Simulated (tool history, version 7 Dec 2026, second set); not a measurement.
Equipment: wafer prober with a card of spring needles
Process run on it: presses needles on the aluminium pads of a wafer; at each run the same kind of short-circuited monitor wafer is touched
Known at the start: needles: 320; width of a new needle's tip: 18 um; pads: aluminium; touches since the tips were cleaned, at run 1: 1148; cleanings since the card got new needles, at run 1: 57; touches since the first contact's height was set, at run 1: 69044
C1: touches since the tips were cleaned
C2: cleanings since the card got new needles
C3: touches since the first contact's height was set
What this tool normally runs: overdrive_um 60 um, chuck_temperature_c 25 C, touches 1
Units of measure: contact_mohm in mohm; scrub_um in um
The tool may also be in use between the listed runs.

Run 1, hour 0: usual settings; C1 1148; C2 57; C3 69044. Result: contact_mohm 149 mohm, scrub_um 14.35 um.
At hour 15.6: tips cleaned on abrasive film.
Run 2, hour 28.7: usual settings; C1 4254; C2 58; C3 78324. Result: contact_mohm 194 mohm, scrub_um 14.21 um.
At hour 34.3: tips cleaned on abrasive film.
At hour 53.6: tips cleaned on abrasive film.
At hour 74.7: tips cleaned on abrasive film.
Run 3, hour 81.5: usual settings; C1 2201; C2 61; C3 95388. Result: contact_mohm 163 mohm, scrub_um 14.2 um.
At hour 94.5: tips cleaned on abrasive film.
At hour 115.1: tips cleaned on abrasive film.
Run 4, hour 120.9: usual settings; C1 1871; C2 63; C3 108136. Result: contact_mohm 158 mohm, scrub_um 14.19 um.
At hour 135.9: tips cleaned on abrasive film.
At hour 155.5: tips cleaned on abrasive film.
Run 5, hour 167: usual settings; C1 3737; C2 65; C3 123057. Result: contact_mohm 171 mohm, scrub_um 14.14 um.
At hour 173.8: tips cleaned on abrasive film.
At hour 195: tips cleaned on abrasive film.
Run 6, hour 195: usual settings; C1 0; C2 67; C3 132095. Result: contact_mohm 140 mohm, scrub_um 14.1 um.
At hour 214: tips cleaned on abrasive film, once more.
At hour 234.9: tips cleaned on abrasive film.
Run 7, hour 235.6: usual settings; C1 200; C2 69; C3 145213. Result: contact_mohm 143 mohm, scrub_um 14.1 um.
At hour 253.3: tips cleaned on abrasive film.
At hour 274.5: tips cleaned on abrasive film.
At hour 279.2: height of the first contact set anew.
Run 8, hour 283.5: usual settings but chuck_temperature_c 46 C; C1 2850; C2 71; C3 1406. Result: contact_mohm 166 mohm, scrub_um 14.5 um.
At hour 294: tips cleaned on abrasive film.
At hour 312: tips cleaned on abrasive film.
Run 9, hour 312: usual settings but chuck_temperature_c 46 C; C1 0; C2 73; C3 10598. Result: contact_mohm 140 mohm, scrub_um 14.48 um.
At hour 330.8: tips cleaned on abrasive film.
At hour 352.4: tips cleaned on abrasive film.
Run 10, hour 359.2: usual settings but chuck_temperature_c 46 C, touches 2; C1 2181; C2 75; C3 25848. Result: contact_mohm 153 mohm, scrub_um 14.53 um.
At hour 373.7: tips cleaned on abrasive film.
At hour 393.2: tips cleaned on abrasive film.
Run 11, hour 398.5: usual settings; C1 1698; C2 77; C3 38557. Result: contact_mohm 157 mohm, scrub_um 14.45 um.
At hour 413: tips cleaned on abrasive film.
At hour 432.4: tips cleaned on abrasive film.
Run 12, hour 437.1: usual settings; C1 1539; C2 79; C3 51050. Result: contact_mohm 154 mohm, scrub_um 14.43 um.
At hour 451.7: tips cleaned on abrasive film.
At hour 472.4: tips cleaned on abrasive film.
Run 13, hour 485.9: usual settings but overdrive_um 62 um; C1 4398; C2 81; C3 66858. Result: contact_mohm 173 mohm, scrub_um 14.87 um.
At hour 492.6: tips cleaned on abrasive film.
At hour 511.8: tips cleaned on abrasive film.
At hour 532.5: tips cleaned on abrasive film.
Run 14, hour 533.3: usual settings; C1 266; C2 84; C3 82162. Result: contact_mohm 144 mohm, scrub_um 14.3 um.
At hour 550.5: tips cleaned on abrasive film.
At hour 568.5: tips cleaned on abrasive film.
Run 15, hour 579.8: usual settings; C1 3692; C2 86; C3 97212. Result: contact_mohm 171 mohm, scrub_um 14.28 um.
At hour 589.1: tips cleaned on abrasive film.
At hour 607.2: tips cleaned on abrasive film.
Run 16, hour 609.8: usual settings but overdrive_um 79 um, chuck_temperature_c 37 C; C1 825; C2 88; C3 106878. Result: contact_mohm 141 mohm, scrub_um 18.87 um.
At hour 628.2: tips cleaned on abrasive film.
At hour 647.8: tips cleaned on abrasive film.
Run 17, hour 661.6: usual settings but overdrive_um 79 um, chuck_temperature_c 37 C; C1 4480; C2 90; C3 123663. Result: contact_mohm 154 mohm, scrub_um 18.86 um.
At hour 666.2: tips cleaned on abrasive film.
At hour 685.3: tips cleaned on abrasive film.
Run 18, hour 688.6: usual settings but overdrive_um 67 um, chuck_temperature_c 101 C; C1 1073; C2 92; C3 132371. Result: contact_mohm 162 mohm, scrub_um 15.85 um.
At hour 703.5: tips cleaned on abrasive film.
At hour 724.8: tips cleaned on abrasive film.
Run 19, hour 726.7: usual settings but overdrive_um 67 um, chuck_temperature_c 101 C; C1 617; C2 94; C3 144674. Result: contact_mohm 157 mohm, scrub_um 15.86 um.
At hour 742.7: tips cleaned on abrasive film.
Run 20, hour 750.5: usual settings but overdrive_um 67 um, chuck_temperature_c 40 C; C1 2528; C2 95; C3 152393. Result: contact_mohm 156 mohm, scrub_um 15.9 um.
At hour 762.7: tips cleaned on abrasive film.
At hour 775.6: height of the first contact set anew.
At hour 782: tips cleaned on abrasive film.
Run 21, hour 795.8: usual settings but chuck_temperature_c 73 C, touches 2; C1 4502; C2 97; C3 6548. Result: contact_mohm 168 mohm, scrub_um 14.55 um.
At hour 800.4: tips cleaned on abrasive film.
At hour 820.4: tips cleaned on abrasive film.
Run 22, hour 822.6: usual settings but overdrive_um 74 um, chuck_temperature_c 122 C; C1 690; C2 99; C3 15162. Result: contact_mohm 154 mohm, scrub_um 17.9 um.
At hour 841.5: tips cleaned on abrasive film.
Run 23, hour 846.7: usual settings but overdrive_um 74 um; C1 1691; C2 100; C3 22987. Result: contact_mohm 149 mohm, scrub_um 17.92 um.
At hour 861.3: tips cleaned on abrasive film.
Run 24, hour 877.2: usual settings but chuck_temperature_c 37 C, touches 2; C1 5166; C2 101; C3 32855. Result: contact_mohm 162 mohm, scrub_um 14.46 um.
At hour 881.7: tips cleaned on abrasive film.
At hour 902.8: tips cleaned on abrasive film.
At hour 922.1: tips cleaned on abrasive film.
Run 25, hour 926.4: usual settings but overdrive_um 45 um; C1 1406; C2 104; C3 48748. Result: contact_mohm 167 mohm, scrub_um 10.78 um.
At hour 943.5: tips cleaned on abrasive film.
At hour 965.1: tips cleaned on abrasive film.
Run 26, hour 975.5: usual settings but overdrive_um 73 um, chuck_temperature_c 115 C; C1 3386; C2 106; C3 64639. Result: contact_mohm 167 mohm, scrub_um 17.5 um.
At hour 985.5: tips cleaned on abrasive film.
Run 27, hour 997.9: usual settings but overdrive_um 73 um, chuck_temperature_c 115 C; C1 4042; C2 107; C3 71888. Result: contact_mohm 170 mohm, scrub_um 17.55 um.
At hour 1004.9: tips cleaned on abrasive film.
At hour 1023.1: tips cleaned on abrasive film.
At hour 1043.3: tips cleaned on abrasive film.
Run 28, hour 1045.7: usual settings but overdrive_um 73 um, chuck_temperature_c 115 C; C1 807; C2 110; C3 87343. Result: contact_mohm 154 mohm, scrub_um 17.49 um.
At hour 1062.9: tips cleaned on abrasive film.
Run 29, hour 1074.6: usual settings but overdrive_um 73 um, chuck_temperature_c 115 C; C1 3814; C2 111; C3 96691. Result: contact_mohm 172 mohm, scrub_um 17.45 um.

Forecast each of these 3 alternatives for the next run:
At hour 1082.4: tips cleaned on abrasive film.
At hour 1102.1: tips cleaned on abrasive film.
Run A, hour 1113.9: usual settings but overdrive_um 44 um, chuck_temperature_c 81 C, touches 2; C1 3831; C2 113; C3 109406. Result: contact_mohm ?, scrub_um ?.
At hour 1082.4: tips cleaned on abrasive film.
At hour 1102.1: tips cleaned on abrasive film.
Run B, hour 1113.9: usual settings but overdrive_um 46 um, chuck_temperature_c 90 C; C1 3831; C2 113; C3 109406. Result: contact_mohm ?, scrub_um ?.
At hour 1082.4: tips cleaned on abrasive film.
At hour 1102.1: tips cleaned on abrasive film.
Run C, hour 1113.9: usual settings but overdrive_um 42 um, chuck_temperature_c 125 C; C1 3831; C2 113; C3 109406. Result: contact_mohm ?, scrub_um ?.

run  contact_mohm  scrub_um
  A           186     10.46
  B           203      10.9
  C           218      9.92
Without the tool's unlogged condition, the same runs would have read:
run  contact_mohm  scrub_um
  A           149     10.73
  B           149     11.17
  C           157     10.19

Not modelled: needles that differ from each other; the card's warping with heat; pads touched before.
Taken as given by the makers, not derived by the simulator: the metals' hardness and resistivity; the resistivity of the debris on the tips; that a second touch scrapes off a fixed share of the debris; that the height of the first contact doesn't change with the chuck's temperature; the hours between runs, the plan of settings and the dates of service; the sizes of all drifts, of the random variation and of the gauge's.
